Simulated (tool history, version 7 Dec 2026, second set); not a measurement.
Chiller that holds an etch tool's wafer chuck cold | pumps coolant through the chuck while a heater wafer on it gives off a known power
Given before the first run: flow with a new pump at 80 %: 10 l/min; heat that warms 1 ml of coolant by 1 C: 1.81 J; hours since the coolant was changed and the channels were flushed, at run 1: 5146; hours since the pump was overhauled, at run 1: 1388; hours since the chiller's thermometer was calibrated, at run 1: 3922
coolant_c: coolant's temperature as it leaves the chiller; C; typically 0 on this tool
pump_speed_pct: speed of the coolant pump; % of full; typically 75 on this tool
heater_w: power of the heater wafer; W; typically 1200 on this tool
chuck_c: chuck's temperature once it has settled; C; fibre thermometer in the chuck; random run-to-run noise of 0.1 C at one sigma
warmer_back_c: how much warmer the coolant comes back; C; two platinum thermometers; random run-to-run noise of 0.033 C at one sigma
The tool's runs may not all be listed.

run,day,coolant_c,pump_speed_pct,heater_w,hours since the coolant was changed and the channels were flushed,hours since the pump was overhauled,hours since the chiller's thermometer was calibrated,chuck_c,warmer_back_c
1,0.000,0,75,1200,5146,1388,3922,11.6,4.28
2,1.267,-5,75,1200,5177,1418,3953,6.5,4.25
3,1.992,-5,75,1200,5194,1436,3970,6.6,4.31
4,3.342,5,75,1200,5226,1468,4002,16.5,4.25
5,4.329,0,75,1200,5250,1492,4026,11.6,4.26
6,5.621,0,75,749,5281,1523,4057,7.3,2.70
7,6.325,-10,75,749,5298,1540,4074,-2.6,2.69
8,7.558,-10,75,749,5327,1569,4104,-2.6,2.67
9,8.983,-10,75,749,5362,1604,4138,-2.6,2.73
10,9.871,0,75,1200,5383,1625,4159,11.5,4.26
11,11.146,0,75,1200,5414,1655,4190,11.9,4.29
12,12.275,0,75,1200,5441,1683,4217,11.6,4.31
13,13.129,0,75,1200,5461,1703,4237,11.4,4.26
14,13.967,0,75,1200,5481,1723,4257,11.5,4.36
15,15.458,0,99,1200,5517,1759,4293,9.1,3.25
16,17.108,0,99,1200,5557,1799,4333,9.3,3.21
17,18.658,0,75,1200,5594,1836,4370,11.8,4.31
18,19.767,0,85,862,5620,1862,4397,7.6,2.76
19,20.792,3,65,1401,5645,1887,4421,18.3,5.81
20,22.158,-5,85,1401,5678,1920,4454,7.1,4.44
21,23.042,-5,70,1007,5699,1941,4475,5.4,3.95
22,23.975,-4,85,972,5722,1963,4498,4.5,3.09
# day 24.400: chiller's thermometer calibrated
23,24.862,1,73,1231,5742,1984,11,13.4,4.59
24,25.704,-9,75,612,5762,2004,31,-2.7,2.18
25,27.271,5,75,1200,5800,2041,69,16.9,4.29
26,28.575,5,75,1200,5831,2073,100,16.9,4.34
# day 29.404: chiller's thermometer calibrated, once more
27,29.404,5,75,1200,5850,2092,0,16.6,4.37
28,30.750,4,61,1209,5882,2124,32,18.1,5.40
29,31.571,0,87,743,5902,2144,52,6.3,2.29
30,33.021,-7,70,1678,5937,2178,87,10.1,6.45
31,34.133,-4,66,1781,5963,2205,113,14.9,7.37
32,35.133,-2,78,1683,5987,2229,137,13.7,5.82
33,36.412,0,85,1200,6018,2260,168,10.3,3.78

Table of differences, measured result less the result of that run with no hidden state. Run-to-run variation is the same in both. Gauge scatter possibly is not:
Hidden conditions of the tool in this case: heat passed by the chuck's channels, % of clean ones'; flow at a given pump speed, % of a new pump's; coolant's true temperature over the reading, C; drift of the gauge itself on chuck_c, C; drift of the gauge itself on warmer_back_c, C.
run,chuck_c,warmer_back_c
1,+1.5,+0.04
2,+1.5,+0.05
3,+1.5,+0.04
4,+1.5,+0.05
5,+1.5,+0.05
6,+1.1,+0.03
7,+1.1,+0.04
8,+1.1,+0.04
9,+1.1,+0.03
10,+1.5,+0.06
11,+1.6,+0.06
12,+1.5,+0.06
13,+1.5,+0.06
14,+1.6,+0.06
15,+1.3,+0.05
16,+1.4,+0.04
17,+1.6,+0.06
18,+1.1,+0.05
19,+2.1,+0.09
20,+1.8,+0.07
21,+1.5,+0.06
22,+1.4,+0.05
23,+1.9,+0.08
24,+1.2,+0.04
25,+1.9,+0.07
26,+1.9,+0.07
27,+1.5,+0.08
28,+1.8,+0.09
29,+0.8,+0.04
30,+2.2,+0.12
31,+2.5,+0.14
32,+2.0,+0.10
33,+1.4,+0.07
